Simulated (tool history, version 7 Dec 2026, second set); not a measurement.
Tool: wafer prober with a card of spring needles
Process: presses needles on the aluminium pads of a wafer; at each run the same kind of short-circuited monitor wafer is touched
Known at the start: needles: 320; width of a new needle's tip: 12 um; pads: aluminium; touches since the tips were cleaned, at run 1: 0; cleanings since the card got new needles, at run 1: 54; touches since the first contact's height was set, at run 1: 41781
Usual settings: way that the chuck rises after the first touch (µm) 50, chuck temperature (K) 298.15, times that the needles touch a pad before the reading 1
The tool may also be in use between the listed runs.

run     day  way that the chuck rises after the first touch (µm)  chuck temperature (K)  times that the needles touch a pad before the reading  touches since the tips were cleaned  cleanings since the card got new needles  touches since the first contact's height was set  resistance of one needle with its contact and lead (mohm)  way that a needle slides on the pad (µm)
  1   0.000                                                   50                 298.15                                                      1                                    0                                        54                                             41781                                                        161                                      6.42
      0.333  -- tips cleaned on abrasive film
      0.667  -- tips cleaned on abrasive film
  2   0.742                                                   50                 298.15                                                      1                                 1072                                        56                                             51804                                                        181                                      6.28
      0.946  -- tips cleaned on abrasive film
      1.279  -- tips cleaned on abrasive film
      1.612  -- tips cleaned on abrasive film
      1.942  -- tips cleaned on abrasive film
  3   1.942                                                   50                 298.15                                                      1                                    0                                        60                                             67886                                                        161                                      6.25
      2.275  -- tips cleaned on abrasive film
      2.604  -- tips cleaned on abrasive film
      2.938  -- tips cleaned on abrasive film
  4   2.971                                                   50                 298.15                                                      1                                  458                                        63                                             81781                                                        167                                      6.16
      3.242  -- tips cleaned on abrasive film
      3.567  -- tips cleaned on abrasive film
      3.904  -- tips cleaned on abrasive film
  5   4.088                                                   50                 298.15                                                      1                                 2517                                        66                                             96825                                                        195                                      6.21
      4.212  -- tips cleaned on abrasive film
      4.550  -- tips cleaned on abrasive film
      4.817  -- tips cleaned on abrasive film
      5.146  -- tips cleaned on abrasive film
      5.471  -- tips cleaned on abrasive film
  6   5.471                                                   50                 298.15                                                      1                                    0                                        71                                            115380                                                        163                                      6.11
      5.804  -- tips cleaned on abrasive film
      6.138  -- tips cleaned on abrasive film
      6.467  -- tips cleaned on abrasive film
  7   6.662                                                   50                 298.15                                                      1                                 2675                                        74                                            131480                                                        211                                      6.11
      6.796  -- tips cleaned on abrasive film
      7.133  -- tips cleaned on abrasive film
      7.400  -- tips cleaned on abrasive film
      7.725  -- tips cleaned on abrasive film
      7.862  -- tips cleaned on abrasive film, once more
  8   7.979                                                   50                 298.15                                                      1                                 1560                                        79                                            149125                                                        190                                      6.01
      8.179  -- tips cleaned on abrasive film
      8.512  -- tips cleaned on abrasive film
      8.846  -- tips cleaned on abrasive film
      9.171  -- tips cleaned on abrasive film
  9   9.212                                                   50                 298.15                                                      1                                  553                                        83                                            165739                                                        179                                      6.04
      9.483  -- tips cleaned on abrasive film
      9.817  -- tips cleaned on abrasive film
 10  10.042                                                   50                 298.15                                                      1                                 3052                                        85                                            176919                                                        214                                      5.97
     10.112  -- tips cleaned on abrasive film
     10.446  -- tips cleaned on abrasive film
     10.783  -- tips cleaned on abrasive film
     11.117  -- tips cleaned on abrasive film
     11.129  -- height of the first contact set anew
 11  11.288                                                   50                 298.15                                                      2                                 2160                                        89                                              2160                                                        185                                      6.55
     11.425  -- tips cleaned on abrasive film
     11.746  -- tips cleaned on abrasive film
 12  11.892                                                   44                 338.15                                                      2                                 1981                                        91                                             10292                                                        195                                      5.79
     12.029  -- tips cleaned on abrasive film
     12.367  -- tips cleaned on abrasive film
 13  12.550                                                   67                 328.15                                                      2                                 2521                                        93                                             19132                                                        174                                      8.79
     12.688  -- tips cleaned on abrasive film
     13.017  -- tips cleaned on abrasive film
     13.346  -- tips cleaned on abrasive film
     13.617  -- tips cleaned on abrasive film
 14  13.758                                                   53                 387.15                                                      1                                 1923                                        97                                             35366                                                        202                                      6.85
     13.896  -- tips cleaned on abrasive film
     14.229  -- tips cleaned on abrasive film
     14.550  -- tips cleaned on abrasive film
 15  14.812                                                   53                 387.15                                                      1                                 3533                                       100                                             49558                                                        221                                      6.79
     14.879  -- tips cleaned on abrasive film
     15.217  -- tips cleaned on abrasive film
     15.550  -- tips cleaned on abrasive film
     15.883  -- tips cleaned on abrasive film
 16  15.900                                                   64                 361.15                                                      3                                  227                                       104                                             64170                                                        169                                      8.19
     16.167  -- tips cleaned on abrasive film
     16.500  -- tips cleaned on abrasive film
     16.833  -- tips cleaned on abrasive film
     17.162  -- tips cleaned on abrasive film
 17  17.342                                                   50                 303.15                                                      3                                 2424                                       108                                             83619                                                        178                                      6.32
     17.475  -- tips cleaned on abrasive film
     17.808  -- tips cleaned on abrasive film
     18.133  -- tips cleaned on abrasive film
     18.471  -- tips cleaned on abrasive film
 18  18.579                                                   50                 303.15                                                      3                                 1486                                       112                                            100263                                                        173                                      6.19
     18.775  -- tips cleaned on abrasive film
     19.108  -- tips cleaned on abrasive film
     19.438  -- tips cleaned on abrasive film
     19.767  -- tips cleaned on abrasive film
 19  19.958                                                   62                 325.15                                                      2                                 2595                                       116                                            118821                                                        182                                      7.85
     20.096  -- tips cleaned on abrasive film
     20.429  -- tips cleaned on abrasive film
     20.758  -- tips cleaned on abrasive film
     21.083  -- tips cleaned on abrasive film
 20  21.275                                                   50                 357.15                                                      1                                 2593                                       120                                            136558                                                        228                                      6.17

Forecast run 21:
     21.412  -- tips cleaned on abrasive film
     21.746  -- tips cleaned on abrasive film
     22.083  -- tips cleaned on abrasive film
     22.417  -- tips cleaned on abrasive film
 21  22.512                                                   50                 298.15                                                      2                                 1291                                       124                                            153201                                                          ?                                         ?

{"run 21": {"resistance of one needle with its contact and lead (mohm)": 177, "way that a needle slides on the pad (µm)": 6.02}}
Without the tool's hidden state the same run would have given resistance of one needle with its contact and lead (mohm) 152, way that a needle slides on the pad (µm) 6.49.
